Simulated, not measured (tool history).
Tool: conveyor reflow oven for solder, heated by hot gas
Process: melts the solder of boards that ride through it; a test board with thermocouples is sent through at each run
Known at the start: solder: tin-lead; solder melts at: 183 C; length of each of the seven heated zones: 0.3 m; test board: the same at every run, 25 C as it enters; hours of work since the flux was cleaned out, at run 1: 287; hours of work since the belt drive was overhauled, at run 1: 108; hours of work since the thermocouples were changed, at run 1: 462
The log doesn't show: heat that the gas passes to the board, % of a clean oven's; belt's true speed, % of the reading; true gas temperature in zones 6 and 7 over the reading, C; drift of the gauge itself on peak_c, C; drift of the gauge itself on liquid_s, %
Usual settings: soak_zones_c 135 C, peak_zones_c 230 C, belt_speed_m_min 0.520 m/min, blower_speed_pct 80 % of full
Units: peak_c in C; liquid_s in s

run   hour  soak_zones_c  peak_zones_c  belt_speed_m_min  blower_speed_pct  hours of work since the flux was cleaned out  hours of work since the belt drive was overhauled  hours of work since the thermocouples were changed  peak_c  liquid_s
  1    0.0           135           230             0.520                80                                           287                                                108                                                 462   215.5      51.4
  2   12.0           135           230             0.520                80                                           296                                                117                                                 471   215.4      50.7
  3   27.7           135           230             0.520                80                                           308                                                129                                                 483   215.8      50.3
      49.3  -- flux residue cleaned out of gas plates and filters
  4   53.9           125           230             0.520                80                                             3                                                145                                                 499   216.2      48.5
  5   72.3           125           230             0.520                80                                            17                                                159                                                 512   216.2      48.3
  6   90.2           120           230             0.520                80                                            31                                                172                                                 526   215.5      46.8
  7  115.2           120           230             0.520                80                                            50                                                191                                                 545   215.4      46.2
  8  139.1           120           230             0.520                80                                            68                                                209                                                 563   215.0      46.1
  9  159.7           120           230             0.520                80                                            83                                                224                                                 578   215.5      46.5
 10  174.5           120           230             0.435                80                                            94                                                236                                                 589   219.2      61.3
 11  192.1           135           230             0.520                54                                           107                                                249                                                 603   212.3      48.0
 12  202.8           135           230             0.520                54                                           115                                                257                                                 611   212.6      47.8
 13  225.4           135           230             0.520                80                                           132                                                274                                                 628   217.1      51.7
 14  250.1           135           230             0.520                69                                           151                                                292                                                 646   214.1      50.4
 15  266.3           135           230             0.520                69                                           163                                                305                                                 658   214.6      50.2
 16  287.2           135           230             0.520                69                                           179                                                320                                                 674   215.3      49.7
 17  299.4           139           224             0.520                80                                           188                                                330                                                 683   211.3      49.6
 18  323.0           139           224             0.520                80                                           206                                                347                                                 701   210.6      49.1
 19  341.6           127           231             0.526                53                                           220                                                361                                                 715   210.3      43.3
 20  362.6           149           233             0.520                80                                           236                                                377                                                 731   219.9      58.8
 21  381.1           150           230             0.520                80                                           250                                                391                                                 745   217.9      57.4
 22  396.0           150           230             0.520                80                                           261                                                402                                                 756   217.6      57.4
 23  411.6           139           222             0.585                80                                           272                                                414                                                 768   206.0      38.8
 24  423.6           135           228             0.441                80                                           281                                                423                                                 777   217.9      63.4
 25  434.1           136           222             0.520                80                                           289                                                431                                                 785   208.0      45.7
 26  451.9           123           230             0.604                86                                           303                                                444                                                 798   209.7      35.4
 27  464.6           123           230             0.604                86                                           312                                                454                                                 807   209.4      35.6
     479.9  -- flux residue cleaned out of gas plates and filters
 28  493.9           123           230             0.604                86                                            11                                                472                                                 826   212.5      38.5
 29  506.2           124           230             0.520                55                                            20                                                481                                                 835   211.0      43.7
 30  526.7           145           219             0.444                51                                            35                                                497                                                 850   208.4      58.4
 31  540.5           144           219             0.444                51                                            46                                                507                                                 861   207.9      57.2

Measured less the same run without the tool's hidden state. The same run-to-run variation is in both; the gauge's scatter may not be:
run  peak_c  liquid_s
  1    -2.4      -1.9
  2    -2.5      -1.9
  3    -2.7      -2.1
  4    -0.5      +0.0
  5    -0.6      -0.2
  6    -0.7      -0.2
  7    -0.9      -0.4
  8    -1.1      -0.6
  9    -1.1      -0.6
 10    -1.1      -0.5
 11    -1.1      -0.7
 12    -1.2      -0.7
 13    -1.4      -0.7
 14    -1.5      -0.8
 15    -1.6      -0.9
 16    -1.8      -1.0
 17    -1.7      -1.2
 18    -1.9      -1.3
 19    -2.0      -1.5
 20    -2.0      -0.6
 21    -2.0      -0.9
 22    -2.1      -0.8
 23    -2.5      -2.2
 24    -2.2      -1.3
 25    -2.4      -2.2
 26    -3.4      -2.6
 27    -3.4      -2.6
 28    -0.9      -0.2
 29    -0.8      -0.2
 30    -0.9      -0.2
 31    -1.0      -0.2
